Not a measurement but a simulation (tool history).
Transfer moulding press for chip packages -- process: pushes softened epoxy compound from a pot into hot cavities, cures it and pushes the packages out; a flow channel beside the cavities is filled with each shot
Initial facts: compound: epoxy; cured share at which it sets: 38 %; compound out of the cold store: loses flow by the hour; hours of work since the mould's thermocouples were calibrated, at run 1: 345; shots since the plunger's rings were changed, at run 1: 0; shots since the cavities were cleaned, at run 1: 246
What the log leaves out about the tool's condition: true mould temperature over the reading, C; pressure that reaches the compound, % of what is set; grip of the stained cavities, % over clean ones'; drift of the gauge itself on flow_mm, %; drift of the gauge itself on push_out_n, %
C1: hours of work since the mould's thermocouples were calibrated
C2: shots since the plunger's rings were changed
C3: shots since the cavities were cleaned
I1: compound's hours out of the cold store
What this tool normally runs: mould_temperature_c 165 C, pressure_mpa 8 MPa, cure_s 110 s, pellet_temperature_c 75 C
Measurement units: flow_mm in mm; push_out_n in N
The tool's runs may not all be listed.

run 1 day=0 | mould_temperature_c=165 pressure_mpa=8 cure_s=110 pellet_temperature_c=75 | C1=345 C2=0 C3=246 | I1=16.5 | flow_mm=578 push_out_n=632
run 2 day=0.517 | mould_temperature_c=165 pressure_mpa=8 cure_s=110 pellet_temperature_c=75 | C1=354 C2=176 C3=422 | I1=35.9 | flow_mm=543 push_out_n=680
-- day=0.904 cavities cleaned with cleaning compound and waxed
run 3 day=0.979 | mould_temperature_c=165 pressure_mpa=8.11 cure_s=110 pellet_temperature_c=75 | C1=362 C2=311 C3=25 | I1=10.1 | flow_mm=591 push_out_n=797
run 4 day=1.317 | mould_temperature_c=165 pressure_mpa=8.11 cure_s=110 pellet_temperature_c=75 | C1=368 C2=426 C3=140 | I1=27.5 | flow_mm=555 push_out_n=793
run 5 day=1.821 | mould_temperature_c=165 pressure_mpa=8.11 cure_s=110 pellet_temperature_c=75 | C1=378 C2=596 C3=310 | I1=14.2 | flow_mm=578 push_out_n=796
run 6 day=2.312 | mould_temperature_c=165 pressure_mpa=8.11 cure_s=110 pellet_temperature_c=75 | C1=387 C2=763 C3=477 | I1=8.4 | flow_mm=580 push_out_n=828
-- day=2.538 cavities cleaned with cleaning compound and waxed
run 7 day=2.688 | mould_temperature_c=165 pressure_mpa=8.11 cure_s=110 pellet_temperature_c=75 | C1=393 C2=871 C3=51 | I1=20 | flow_mm=556 push_out_n=538
run 8 day=2.95 | mould_temperature_c=161 pressure_mpa=8 cure_s=110 pellet_temperature_c=75 | C1=398 C2=960 C3=140 | I1=43.3 | flow_mm=535 push_out_n=724
run 9 day=3.192 | mould_temperature_c=161 pressure_mpa=8 cure_s=110 pellet_temperature_c=75 | C1=403 C2=1041 C3=221 | I1=46.2 | flow_mm=537 push_out_n=773
-- day=3.517 cavities cleaned with cleaning compound and waxed, once more
run 10 day=3.517 | mould_temperature_c=161 pressure_mpa=8 cure_s=110 pellet_temperature_c=81 | C1=408 C2=1130 C3=0 | I1=38.4 | flow_mm=554 push_out_n=610
-- day=3.971 mould's thermocouples calibrated
run 11 day=3.975 | mould_temperature_c=165 pressure_mpa=9.93 cure_s=110 pellet_temperature_c=75 | C1=0 C2=1257 C3=127 | I1=38.8 | flow_mm=596 push_out_n=549
run 12 day=4.412 | mould_temperature_c=165 pressure_mpa=9.93 cure_s=110 pellet_temperature_c=75 | C1=8 C2=1407 C3=277 | I1=21.7 | flow_mm=612 push_out_n=630
run 13 day=4.725 | mould_temperature_c=165 pressure_mpa=7.58 cure_s=110 pellet_temperature_c=75 | C1=14 C2=1513 C3=383 | I1=28 | flow_mm=538 push_out_n=656
run 14 day=5.117 | mould_temperature_c=165 pressure_mpa=7.58 cure_s=110 pellet_temperature_c=75 | C1=22 C2=1646 C3=516 | I1=30.1 | flow_mm=522 push_out_n=686
-- day=5.225 cavities cleaned with cleaning compound and waxed
run 15 day=5.454 | mould_temperature_c=170 pressure_mpa=7.58 cure_s=92 pellet_temperature_c=73 | C1=27 C2=1739 C3=78 | I1=38.6 | flow_mm=504 push_out_n=542
run 16 day=5.717 | mould_temperature_c=163 pressure_mpa=9.49 cure_s=108 pellet_temperature_c=76 | C1=32 C2=1827 C3=166 | I1=22.6 | flow_mm=608 push_out_n=644
run 17 day=5.988 | mould_temperature_c=161 pressure_mpa=8 cure_s=110 pellet_temperature_c=65 | C1=37 C2=1921 C3=260 | I1=42.2 | flow_mm=539 push_out_n=724
run 18 day=6.367 | mould_temperature_c=171 pressure_mpa=6.27 cure_s=124 pellet_temperature_c=70 | C1=44 C2=2048 C3=387 | I1=26.5 | flow_mm=469 push_out_n=538
run 19 day=6.667 | mould_temperature_c=171 pressure_mpa=6.27 cure_s=124 pellet_temperature_c=70 | C1=50 C2=2150 C3=489 | I1=27.6 | flow_mm=468 push_out_n=560
-- day=6.879 cavities cleaned with cleaning compound and waxed
run 20 day=7.121 | mould_temperature_c=166 pressure_mpa=6.21 cure_s=124 pellet_temperature_c=75 | C1=57 C2=2283 C3=81 | I1=16.7 | flow_mm=488 push_out_n=459
run 21 day=7.567 | mould_temperature_c=166 pressure_mpa=6.21 cure_s=124 pellet_temperature_c=75 | C1=66 C2=2435 C3=233 | I1=35.3 | flow_mm=462 push_out_n=528
run 22 day=7.975 | mould_temperature_c=165 pressure_mpa=8 cure_s=110 pellet_temperature_c=72 | C1=73 C2=2574 C3=372 | I1=28 | flow_mm=536 push_out_n=655
run 23 day=8.208 | mould_temperature_c=158 pressure_mpa=9.84 cure_s=110 pellet_temperature_c=72 | C1=78 C2=2653 C3=451 | I1=46.8 | flow_mm=595 push_out_n=1000
-- day=8.508 cavities cleaned with cleaning compound and waxed
run 24 day=8.8 | mould_temperature_c=158 pressure_mpa=9.84 cure_s=110 pellet_temperature_c=72 | C1=88 C2=2833 C3=99 | I1=22.4 | flow_mm=626 push_out_n=852
run 25 day=9.238 | mould_temperature_c=158 pressure_mpa=9.84 cure_s=110 pellet_temperature_c=72 | C1=96 C2=2982 C3=248 | I1=35.7 | flow_mm=606 push_out_n=954
run 26 day=9.575 | mould_temperature_c=166 pressure_mpa=7.93 cure_s=107 pellet_temperature_c=73 | C1=103 C2=3096 C3=362 | I1=24.1 | flow_mm=536 push_out_n=654

What if the next run were any one of these 3? Each begins from the tool's condition after run 26:
run A day=10.046 | mould_temperature_c=172 pressure_mpa=8 cure_s=110 pellet_temperature_c=75 | C1=111 C2=3255 C3=521 | I1=29 | flow_mm=? push_out_n=?
run B day=10.046 | mould_temperature_c=164 pressure_mpa=8 cure_s=110 pellet_temperature_c=75 | C1=111 C2=3255 C3=521 | I1=26 | flow_mm=? push_out_n=?
run C day=10.046 | mould_temperature_c=165 pressure_mpa=9.74 cure_s=110 pellet_temperature_c=75 | C1=111 C2=3255 C3=521 | I1=23.2 | flow_mm=? push_out_n=?

run=A flow_mm=514 push_out_n=571
run=B flow_mm=537 push_out_n=716
run=C flow_mm=598 push_out_n=667
The same runs, with their run-to-run variation unchanged, on a tool lacking any hidden condition would have given:
run=A flow_mm=529 push_out_n=407
run=B flow_mm=553 push_out_n=507
run=C flow_mm=616 push_out_n=472
